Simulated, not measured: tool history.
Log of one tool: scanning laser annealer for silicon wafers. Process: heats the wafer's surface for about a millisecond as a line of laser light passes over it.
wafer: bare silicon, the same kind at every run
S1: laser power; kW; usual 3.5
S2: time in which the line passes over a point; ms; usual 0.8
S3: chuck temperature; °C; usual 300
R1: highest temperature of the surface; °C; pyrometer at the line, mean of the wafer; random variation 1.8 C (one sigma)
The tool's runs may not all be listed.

| run | hour | S1 | S2 | S3 | R1 |
|---|---|---|---|---|---|
| 1 | 0 | 3.5 | 0.8 | 300 | 1030 |
| 2 | 7.2 | 3.5 | 0.8 | 300 | 1028 |
| 3 | 21.6 | 3.5 | 0.8 | 261 | 988 |
| 4 | 37.4 | 3.5 | 0.8 | 300 | 1027 |
| 5 | 52.6 | 3.5 | 0.8 | 300 | 1027 |
| 6 | 67.1 | 3.5 | 0.8 | 300 | 1027 |
| 7 | 82.5 | 3.113 | 0.8 | 300 | 924 |
| 8 | 93.9 | 3.5 | 0.8 | 300 | 1030 |
| 9 | 102.8 | 3.5 | 0.8 | 300 | 1027 |
| 10 | 109.9 | 3.5 | 0.8 | 293 | 1020 |
| 11 | 120.4 | 3.5 | 0.8 | 293 | 1019 |
| 12 | 129.9 | 3.621 | 0.8 | 324 | 1088 |
| 13 | 139 | 3.621 | 0.911 | 296 | 1104 |
| 14 | 147.7 | 3.173 | 0.937 | 319 | 1008 |
| 15 | 156.2 | 3.043 | 0.702 | 281 | 855 |
| 16 | 166.1 | 3.347 | 0.94 | 275 | 1013 |
| 17 | 180.3 | 3.276 | 0.768 | 300 | 956 |
| 18 | 189.7 | 2.987 | 0.91 | 275 | 908 |
| 19 | 206.5 | 3.725 | 0.82 | 275 | 1075 |
| 20 | 221.4 | 3.725 | 0.837 | 321 | 1126 |
| 21 | 228.5 | 3.725 | 0.758 | 269 | 1040 |
| 22 | 242.2 | 3.722 | 0.953 | 300 | 1153 |

Forecast each of these 4 alternatives for the next run:
| A | 250.5 | 3.703 | 0.956 | 321 | ? |
| B | 250.5 | 3.262 | 0.866 | 309 | ? |
| C | 250.5 | 3.804 | 0.792 | 265 | ? |
| D | 250.5 | 3.226 | 0.953 | 300 | ? |

| run | R1 |
|---|---|
| A | 1170 |
| B | 998 |
| C | 1073 |
| D | 1010 |
Without the tool's hidden state the same runs would have given:
| run | R1 |
|---|---|
| A | 1171 |
| B | 999 |
| C | 1074 |
| D | 1011 |
